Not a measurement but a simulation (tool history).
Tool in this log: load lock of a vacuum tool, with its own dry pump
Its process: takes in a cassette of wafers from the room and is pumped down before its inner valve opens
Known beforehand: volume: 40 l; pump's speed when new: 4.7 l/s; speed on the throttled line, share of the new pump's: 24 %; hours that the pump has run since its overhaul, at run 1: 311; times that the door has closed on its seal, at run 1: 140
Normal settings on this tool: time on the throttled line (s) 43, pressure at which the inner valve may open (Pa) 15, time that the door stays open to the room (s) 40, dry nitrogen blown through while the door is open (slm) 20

run    hour  time on the throttled line (s)  pressure at which the inner valve may open (Pa)  time that the door stays open to the room (s)  dry nitrogen blown through while the door is open (slm)  hours that the pump has run since its overhaul  times that the door has closed on its seal  incoming humidity of the room's air, %  time from the closed door until the inner valve may open (s)  rise of the pressure with all valves shut (Pa/min)
  1       0                              43                                               15                                             40                                                       20                                             311                                         140                                    42.2                                                         109.2                                               0.022
  2   177.4                              43                                               15                                             40                                                       20                                             488                                         706                                    46.4                                                         108.4                                               0.022
  3   359.9                              43                                               15                                             40                                                       20                                             671                                        1288                                    46.1                                                         108.3                                               0.021
  4   557.1                              43                                               15                                             40                                                       20                                             868                                        1918                                    46.7                                                         108.9                                               0.028
  5   669.7                              43                                               12                                             40                                                       20                                             981                                        2278                                    43.5                                                         110.4                                               0.029
  6   789.7                              43                                               12                                             40                                                       20                                            1101                                        2661                                    45.1                                                         111.1                                               0.031
  7     937                              43                                               12                                             40                                                       20                                            1248                                        3131                                      45                                                         110.6                                               0.034
  8  1050.3                              68                                               15                                             40                                                       20                                            1361                                        3493                                    42.6                                                         127.9                                               0.028
  9    1154                              43                                               23                                             40                                                       20                                            1465                                        3824                                    45.2                                                         103.3                                               0.026
 10  1295.6                              43                                               17                                             40                                                       17                                            1607                                        4276                                    44.3                                                         108.7                                               0.031
 11  1461.6                              22                                               16                                             87                                                       20                                            1773                                        4806                                      44                                                          91.7                                               0.039
 12  1616.1                              43                                               14                                             38                                                        7                                            1927                                        5299                                    45.8                                                         108.5                                               0.046
 13  1730.5                              43                                               14                                             38                                                        7                                            2042                                        5664                                    44.5                                                           110                                               0.047
 14  1852.1                              72                                               10                                             40                                                       36                                            2163                                        6052                                      47                                                           136                                               0.025
 15  1952.5                              43                                               15                                             92                                                       16                                            2264                                        6373                                    44.6                                                         109.9                                               0.049
 16  2104.4                              43                                               15                                             92                                                       16                                            2415                                        6858                                    43.3                                                         109.2                                               0.045
 17  2252.6                              41                                               16                                             92                                                       16                                            2564                                        7331                                    42.3                                                           106                                               0.051

Below are 5 alternative next runs, each starting from the tool's condition after run 17. Predict each:
  A  2336.5                              43                                               21                                             56                                                       23                                            2648                                        7599                                    43.1                                                             ?                                                   ?
  B  2336.5                              41                                               29                                             92                                                       16                                            2648                                        7599                                    46.2                                                             ?                                                   ?
  C  2336.5                              41                                               21                                             34                                                        5                                            2648                                        7599                                    44.1                                                             ?                                                   ?
  D  2336.5                              24                                               15                                             52                                                       20                                            2648                                        7599                                    43.1                                                             ?                                                   ?
  E  2336.5                              43                                               15                                             89                                                        9                                            2648                                        7599                                    47.8                                                             ?                                                   ?

run  time from the closed door until the inner valve may open (s)  rise of the pressure with all valves shut (Pa/min)
  A                                                         106.8                                               0.035
  B                                                           103                                               0.054
  C                                                         103.8                                               0.058
  D                                                          94.6                                                0.04
  E                                                         110.5                                               0.067
What these runs would have given with no unlogged condition in the tool:
run  time from the closed door until the inner valve may open (s)  rise of the pressure with all valves shut (Pa/min)
  A                                                           106                                               0.024
  B                                                         102.3                                               0.042
  C                                                         103.1                                               0.047
  D                                                          93.7                                               0.029
  E                                                         109.7                                               0.055

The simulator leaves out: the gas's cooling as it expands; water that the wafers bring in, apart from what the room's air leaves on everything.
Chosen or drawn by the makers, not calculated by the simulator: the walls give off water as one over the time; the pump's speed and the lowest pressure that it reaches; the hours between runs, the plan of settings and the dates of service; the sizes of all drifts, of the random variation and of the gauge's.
